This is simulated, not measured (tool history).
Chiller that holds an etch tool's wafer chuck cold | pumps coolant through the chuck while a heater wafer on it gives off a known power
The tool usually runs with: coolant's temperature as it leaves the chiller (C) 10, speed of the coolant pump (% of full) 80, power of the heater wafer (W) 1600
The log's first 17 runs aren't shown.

run   hour  coolant's temperature as it leaves the chiller (C)  speed of the coolant pump (% of full)  power of the heater wafer (W)  hours since the coolant was changed and the channels were flushed  hours since the pump was overhauled  hours since the chiller's thermometer was calibrated  chuck's temperature once it has settled (C)  how much warmer the coolant comes back (C)
 18  509.5                                                   9                                     80                           1419                                                               6802                                 2131                                                  2061                                         22.5                                        4.59
 19  546.5                                                   2                                     64                           1839                                                               6839                                 2168                                                  2098                                         23.3                                        7.45
 20  573.6                                                   7                                     62                           1839                                                               6867                                 2195                                                  2125                                         28.8                                        7.67
 21  615.5                                                   2                                     70                           1839                                                               6908                                 2236                                                  2167                                         21.7                                        6.80
     618.5  -- chiller's thermometer calibrated
 22  654.6                                                   2                                     70                           1839                                                               6947                                 2275                                                    36                                         21.5                                        6.83
 23  686.8                                                   2                                     67                           1839                                                               6979                                 2307                                                    68                                         22.4                                        7.23
 24  713.7                                                  14                                     61                           1600                                                               7006                                 2334                                                    95                                         33.2                                        6.79
 25  749.8                                                  19                                     63                           1600                                                               7042                                 2370                                                   131                                         37.6                                        6.64
 26  772.3                                                   8                                     81                           1207                                                               7064                                 2392                                                   154                                         19.3                                        3.93
 27  811.2                                                   3                                     77                            972                                                               7103                                 2431                                                   193                                         12.5                                        3.26
 28  839.7                                                   3                                     77                            972                                                               7132                                 2460                                                   221                                         12.3                                        3.28
     857.1  -- chiller's thermometer calibrated, once more
 29  880.3                                                  20                                     65                           1576                                                               7171                                 2499                                                    23                                         38.3                                        6.27
 30  919.6                                                  10                                     74                           1298                                                               7211                                 2539                                                    63                                         23.6                                        4.62
 31  941.2                                                  10                                     74                           1298                                                               7232                                 2560                                                    84                                         23.7                                        4.55

Each row is a separate what-if for the run after 31, all from the same tool condition, not one after another. Results?
  A  975.7                                                   0                                     92                           2100                                                               7267                                 2595                                                   119                                            ?                                           ?
  B  975.7                                                  10                                     80                           2396                                                               7267                                 2595                                                   119                                            ?                                           ?
  C  975.7                                                   1                                     68                           1452                                                               7267                                 2595                                                   119                                            ?                                           ?

run  chuck's temperature once it has settled (C)  how much warmer the coolant comes back (C)
  A                                         18.0                                        6.05
  B                                         33.2                                        7.88
  C                                         17.2                                        5.52
With no hidden state in the tool, these same runs would have given:
run  chuck's temperature once it has settled (C)  how much warmer the coolant comes back (C)
  A                                         15.9                                        5.85
  B                                         30.5                                        7.61
  C                                         15.3                                        5.33
